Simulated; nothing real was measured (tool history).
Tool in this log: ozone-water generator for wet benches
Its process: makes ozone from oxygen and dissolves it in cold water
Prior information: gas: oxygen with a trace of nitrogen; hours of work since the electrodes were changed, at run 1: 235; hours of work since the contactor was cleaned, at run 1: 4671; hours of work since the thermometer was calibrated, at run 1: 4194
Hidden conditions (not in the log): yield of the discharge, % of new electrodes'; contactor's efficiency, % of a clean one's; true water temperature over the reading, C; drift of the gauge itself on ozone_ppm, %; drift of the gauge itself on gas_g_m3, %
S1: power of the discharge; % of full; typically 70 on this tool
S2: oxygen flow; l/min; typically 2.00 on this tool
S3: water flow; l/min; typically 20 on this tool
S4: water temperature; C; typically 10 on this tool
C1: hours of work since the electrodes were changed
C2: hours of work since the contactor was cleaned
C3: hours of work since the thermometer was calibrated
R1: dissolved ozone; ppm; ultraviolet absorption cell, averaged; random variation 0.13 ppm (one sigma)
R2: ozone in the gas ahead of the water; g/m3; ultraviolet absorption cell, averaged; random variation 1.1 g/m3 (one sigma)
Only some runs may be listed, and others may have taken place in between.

run,hour,S1,S2,S3,S4,C1,C2,C3,R1,R2
1,0.0,70,2.00,20,10,235,4671,4194,11.9,186.8
2,49.6,70,2.00,20,10,268,4704,4227,11.7,185.2
3,100.9,70,2.00,20,10,303,4739,4262,11.5,185.9
4,137.4,70,2.00,20,10,327,4763,4286,11.8,185.8
5,182.2,70,2.00,20,10,358,4794,4317,11.9,185.3
6,218.8,70,2.00,20,10,382,4818,4341,11.7,185.9
7,252.5,70,2.00,20,11,405,4841,4364,11.7,184.6
8,290.1,70,1.33,20,10,430,4866,4389,10.0,215.6
9,313.0,70,1.33,20,10,446,4882,4405,9.8,216.1
10,355.0,70,1.08,20,10,474,4910,4433,8.9,234.3
11,376.9,70,1.08,20,10,489,4925,4448,8.7,233.9
12,415.5,79,1.08,20,10,515,4951,4474,9.8,262.9
13,443.0,79,1.08,20,10,533,4969,4492,10.0,259.5
14,491.9,70,2.00,20,10,566,5002,4525,11.9,185.0
15,542.0,70,2.00,20,10,600,5036,4559,11.6,185.1
16,584.7,70,2.00,20,10,628,5065,4588,11.7,185.5
17,613.3,70,2.00,20,10,648,5084,4607,11.7,184.7
18,640.2,70,1.47,18,10,666,5102,4625,11.2,209.8
19,679.2,74,2.00,20,10,692,5128,4651,12.3,192.7
20,719.9,48,2.00,20,12,719,5155,4678,8.2,130.6
21,772.3,45,2.00,19,6,755,5191,4714,8.5,123.6
22,816.7,70,2.00,16,10,785,5221,4744,14.6,184.7
23,867.1,70,2.00,16,10,818,5255,4778,14.5,183.4
# hour 890.2: water thermometer calibrated
24,901.4,70,3.08,20,10,841,5277,8,13.8,158.9
25,952.0,83,2.61,20,13,875,5311,42,14.7,194.0
26,995.6,88,1.23,20,10,905,5341,71,11.4,272.1
27,1020.4,94,1.20,20,15,921,5357,88,11.7,289.6
28,1046.1,94,2.36,20,7,939,5375,105,16.7,224.2
29,1081.4,57,1.03,18,12,962,5398,129,7.9,196.8
30,1134.3,52,1.03,22,14,998,5434,164,5.8,179.1
31,1167.8,52,1.03,22,14,1020,5457,187,5.7,181.4
32,1216.0,70,3.38,20,7,1053,5489,219,14.6,150.4

Run by run, hidden condition taken away, random variation retained:
run,R1,R2
1,12.6,189.6
2,12.4,188.1
3,12.3,188.9
4,12.5,188.8
5,12.7,188.4
6,12.5,189.1
7,12.4,187.8
8,10.6,219.4
9,10.5,220.0
10,9.5,238.6
11,9.3,238.3
12,10.5,268.4
13,10.7,265.1
14,12.7,188.6
15,12.4,188.9
16,12.6,189.3
17,12.5,188.6
18,12.0,214.3
19,13.3,197.1
20,8.8,132.5
21,9.0,125.2
22,15.6,188.9
23,15.6,187.7
24,14.9,162.6
25,15.9,199.5
26,12.3,280.3
27,12.7,298.8
28,18.1,231.4
29,8.4,200.9
30,6.2,182.5
31,6.1,184.8
32,15.8,154.4
